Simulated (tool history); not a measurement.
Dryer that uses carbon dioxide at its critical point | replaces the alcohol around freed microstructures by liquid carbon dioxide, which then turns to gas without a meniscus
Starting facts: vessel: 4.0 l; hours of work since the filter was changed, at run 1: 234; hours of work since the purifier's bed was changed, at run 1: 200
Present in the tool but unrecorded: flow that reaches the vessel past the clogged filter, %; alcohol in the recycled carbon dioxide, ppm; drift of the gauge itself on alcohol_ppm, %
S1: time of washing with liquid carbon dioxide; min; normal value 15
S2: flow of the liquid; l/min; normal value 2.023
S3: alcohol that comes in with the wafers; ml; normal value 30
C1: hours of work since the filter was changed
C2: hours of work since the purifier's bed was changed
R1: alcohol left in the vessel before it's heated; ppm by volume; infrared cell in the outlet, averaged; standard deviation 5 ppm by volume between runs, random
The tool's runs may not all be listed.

run 1 day=0.000 | S1=15 S2=2.023 S3=30 | C1=234 C2=200 | R1=161
run 2 day=1.267 | S1=10 S2=2.023 S3=30 | C1=251 C2=218 | R1=487
run 3 day=2.379 | S1=17 S2=2.023 S3=30 | C1=266 C2=233 | R1=152
-- day=3.417 inlet filter changed
run 4 day=4.692 | S1=15 S2=2.023 S3=40 | C1=17 C2=264 | R1=159
run 5 day=7.108 | S1=15 S2=2.023 S3=40 | C1=50 C2=297 | R1=183
run 6 day=8.550 | S1=15 S2=2.023 S3=30 | C1=70 C2=317 | R1=182
run 7 day=10.671 | S1=15 S2=2.023 S3=30 | C1=99 C2=346 | R1=191
run 8 day=12.767 | S1=15 S2=2.023 S3=30 | C1=128 C2=374 | R1=202
run 9 day=15.254 | S1=15 S2=2.400 S3=30 | C1=162 C2=408 | R1=199
run 10 day=17.142 | S1=15 S2=1.440 S3=30 | C1=187 C2=434 | R1=447
run 11 day=18.750 | S1=15 S2=1.440 S3=30 | C1=209 C2=456 | R1=472
run 12 day=21.042 | S1=15 S2=2.023 S3=30 | C1=241 C2=487 | R1=283
run 13 day=23.017 | S1=15 S2=2.130 S3=30 | C1=268 C2=514 | R1=276
-- day=23.904 inlet filter changed
run 14 day=24.433 | S1=15 S2=1.580 S3=30 | C1=7 C2=533 | R1=341
run 15 day=25.750 | S1=15 S2=1.580 S3=30 | C1=25 C2=551 | R1=347
-- day=27.946 purifier's bed changed
run 16 day=28.121 | S1=15 S2=1.580 S3=30 | C1=56 C2=2 | R1=151
run 17 day=29.850 | S1=15 S2=1.580 S3=30 | C1=79 C2=26 | R1=164
run 18 day=31.038 | S1=22 S2=2.023 S3=30 | C1=96 C2=42 | R1=28
run 19 day=32.204 | S1=22 S2=2.023 S3=30 | C1=112 C2=58 | R1=32
run 20 day=34.167 | S1=15 S2=2.023 S3=30 | C1=138 C2=85 | R1=94
run 21 day=36.654 | S1=15 S2=2.023 S3=30 | C1=172 C2=119 | R1=121
run 22 day=38.150 | S1=15 S2=2.023 S3=30 | C1=193 C2=139 | R1=134
run 23 day=40.000 | S1=15 S2=2.023 S3=30 | C1=218 C2=165 | R1=150
run 24 day=41.779 | S1=19 S2=1.950 S3=32 | C1=242 C2=189 | R1=104
run 25 day=43.167 | S1=19 S2=1.950 S3=32 | C1=261 C2=208 | R1=112
-- day=44.604 inlet filter changed
run 26 day=45.567 | S1=15 S2=1.890 S3=30 | C1=13 C2=240 | R1=154
run 27 day=46.850 | S1=15 S2=1.890 S3=30 | C1=31 C2=258 | R1=173
run 28 day=48.133 | S1=20 S2=3.320 S3=25 | C1=48 C2=275 | R1=114
run 29 day=50.088 | S1=15 S2=2.030 S3=30 | C1=75 C2=302 | R1=164
run 30 day=52.075 | S1=10 S2=3.330 S3=30 | C1=102 C2=329 | R1=180
run 31 day=53.992 | S1=15 S2=2.023 S3=26 | C1=128 C2=355 | R1=197
run 32 day=55.738 | S1=15 S2=3.230 S3=78 | C1=152 C2=379 | R1=162
run 33 day=57.562 | S1=15 S2=3.230 S3=78 | C1=177 C2=404 | R1=170
run 34 day=59.042 | S1=15 S2=1.880 S3=50 | C1=197 C2=424 | R1=339
run 35 day=61.200 | S1=15 S2=1.880 S3=50 | C1=227 C2=454 | R1=356
run 36 day=63.483 | S1=14 S2=1.290 S3=84 | C1=258 C2=485 | R1=1660
-- day=65.254 inlet filter changed
run 37 day=65.583 | S1=20 S2=2.500 S3=33 | C1=5 C2=513 | R1=209
run 38 day=67.758 | S1=20 S2=1.530 S3=33 | C1=34 C2=543 | R1=269
run 39 day=69.496 | S1=24 S2=2.023 S3=71 | C1=58 C2=566 | R1=248
-- day=70.575 purifier's bed changed
run 40 day=71.650 | S1=24 S2=2.023 S3=71 | C1=86 C2=15 | R1=28
run 41 day=72.808 | S1=10 S2=2.023 S3=63 | C1=101 C2=30 | R1=589
run 42 day=74.721 | S1=19 S2=2.023 S3=30 | C1=128 C2=57 | R1=45
run 43 day=77.083 | S1=19 S2=2.023 S3=30 | C1=160 C2=89 | R1=55
run 44 day=79.188 | S1=19 S2=2.230 S3=30 | C1=189 C2=118 | R1=56
run 45 day=81.704 | S1=19 S2=2.030 S3=48 | C1=223 C2=152 | R1=108

What differs in the tool's unlogged condition from the final listed run ahead of each entry between runs to the first listed run following it?
Run 3 -> run 4: inlet filter changed (day 3.417)
  flow that reaches the vessel past the clogged filter, %: 82 -> 98.6; alcohol in the recycled carbon dioxide, ppm: 99.2 -> 111.8
  the result without the hidden state subtracted from the measured one, R1: +129 -> +111 ppm by volume
Run 13 -> run 14: inlet filter changed (day 23.904)
  flow that reaches the vessel past the clogged filter, %: 84.1 -> 99.4; alcohol in the recycled carbon dioxide, ppm: 212.2 -> 219.9
  the result without the hidden state subtracted from the measured one, R1: +242 -> +215 ppm by volume
Run 15 -> run 16: purifier's bed changed (day 27.946)
  flow that reaches the vessel past the clogged filter, %: 98.3 -> 96.6; alcohol in the recycled carbon dioxide, ppm: 226.8 -> 8.2
  the result without the hidden state subtracted from the measured one, R1: +230 -> +22 ppm by volume
Run 25 -> run 26: inlet filter changed (day 44.604)
  flow that reaches the vessel past the clogged filter, %: 84.7 -> 99; alcohol in the recycled carbon dioxide, ppm: 88.1 -> 101.5
  the result without the hidden state subtracted from the measured one, R1: +102 -> +97 ppm by volume
Run 36 -> run 37: inlet filter changed (day 65.254)
  flow that reaches the vessel past the clogged filter, %: 84.8 -> 99.4; alcohol in the recycled carbon dioxide, ppm: 201.7 -> 212.8
  the result without the hidden state subtracted from the measured one, R1: +749 -> +208 ppm by volume
Run 39 -> run 40: purifier's bed changed (day 70.575)
  flow that reaches the vessel past the clogged filter, %: 96.4 -> 94.7; alcohol in the recycled carbon dioxide, ppm: 235.2 -> 11.6
  the result without the hidden state subtracted from the measured one, R1: +231 -> +9 ppm by volume
